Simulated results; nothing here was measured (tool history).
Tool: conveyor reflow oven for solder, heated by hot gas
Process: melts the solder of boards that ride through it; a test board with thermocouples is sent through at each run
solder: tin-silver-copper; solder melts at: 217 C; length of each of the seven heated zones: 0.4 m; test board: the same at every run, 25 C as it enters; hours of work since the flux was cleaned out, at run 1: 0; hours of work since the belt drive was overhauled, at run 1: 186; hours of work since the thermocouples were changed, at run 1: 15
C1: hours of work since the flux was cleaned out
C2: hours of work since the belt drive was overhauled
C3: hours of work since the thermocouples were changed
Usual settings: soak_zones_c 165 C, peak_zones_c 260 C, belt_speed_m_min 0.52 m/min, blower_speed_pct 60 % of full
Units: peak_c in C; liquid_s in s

{"run": 1, "hour": 0.0, "soak_zones_c": 165, "peak_zones_c": 260, "belt_speed_m_min": 0.52, "blower_speed_pct": 60, "C1": 0, "C2": 186, "C3": 15, "peak_c": 244.6, "liquid_s": 58.1}
{"run": 2, "hour": 59.3, "soak_zones_c": 165, "peak_zones_c": 260, "belt_speed_m_min": 0.435, "blower_speed_pct": 60, "C1": 35, "C2": 220, "C3": 50, "peak_c": 249.2, "liquid_s": 79.1}
{"run": 3, "hour": 125.9, "soak_zones_c": 165, "peak_zones_c": 260, "belt_speed_m_min": 0.52, "blower_speed_pct": 60, "C1": 73, "C2": 259, "C3": 89, "peak_c": 244.9, "liquid_s": 58.2}
{"run": 4, "hour": 172.8, "soak_zones_c": 165, "peak_zones_c": 260, "belt_speed_m_min": 0.52, "blower_speed_pct": 60, "C1": 101, "C2": 287, "C3": 116, "peak_c": 244.5, "liquid_s": 58.1}
{"run": 5, "hour": 218.3, "soak_zones_c": 165, "peak_zones_c": 260, "belt_speed_m_min": 0.52, "blower_speed_pct": 60, "C1": 127, "C2": 313, "C3": 143, "peak_c": 244.7, "liquid_s": 57.9}
{"run": 6, "hour": 249.1, "soak_zones_c": 165, "peak_zones_c": 260, "belt_speed_m_min": 0.52, "blower_speed_pct": 60, "C1": 145, "C2": 331, "C3": 161, "peak_c": 244.6, "liquid_s": 57.8}
{"run": 7, "hour": 308.1, "soak_zones_c": 165, "peak_zones_c": 260, "belt_speed_m_min": 0.52, "blower_speed_pct": 60, "C1": 180, "C2": 366, "C3": 195, "peak_c": 244.2, "liquid_s": 58}
{"run": 8, "hour": 351.0, "soak_zones_c": 165, "peak_zones_c": 260, "belt_speed_m_min": 0.52, "blower_speed_pct": 60, "C1": 205, "C2": 391, "C3": 220, "peak_c": 244.1, "liquid_s": 57.8}
{"run": 9, "hour": 389.1, "soak_zones_c": 165, "peak_zones_c": 260, "belt_speed_m_min": 0.52, "blower_speed_pct": 60, "C1": 227, "C2": 413, "C3": 242, "peak_c": 244.5, "liquid_s": 58.8}
{"run": 10, "hour": 421.8, "soak_zones_c": 156, "peak_zones_c": 260, "belt_speed_m_min": 0.447, "blower_speed_pct": 70, "C1": 246, "C2": 432, "C3": 261, "peak_c": 250.1, "liquid_s": 73.5}
{"run": 11, "hour": 455.5, "soak_zones_c": 156, "peak_zones_c": 260, "belt_speed_m_min": 0.447, "blower_speed_pct": 70, "C1": 266, "C2": 452, "C3": 281, "peak_c": 250.2, "liquid_s": 73.5}
{"run": 12, "hour": 518.0, "soak_zones_c": 156, "peak_zones_c": 260, "belt_speed_m_min": 0.447, "blower_speed_pct": 70, "C1": 302, "C2": 488, "C3": 317, "peak_c": 249.9, "liquid_s": 74.6}
{"run": 13, "hour": 563.4, "soak_zones_c": 165, "peak_zones_c": 260, "belt_speed_m_min": 0.52, "blower_speed_pct": 66, "C1": 329, "C2": 515, "C3": 344, "peak_c": 246.2, "liquid_s": 60.4}

Run 14 comes next. What will it give?
{"run": 14, "hour": 593.9, "soak_zones_c": 165, "peak_zones_c": 249, "belt_speed_m_min": 0.52, "blower_speed_pct": 66, "C1": 346, "C2": 532, "C3": 362, "peak_c": "?", "liquid_s": "?"}

peak_c: 236.2 C
liquid_s: 48.3 s
Without the tool's hidden state the same run would have given peak_c 236.1 C, liquid_s 48.8 s.
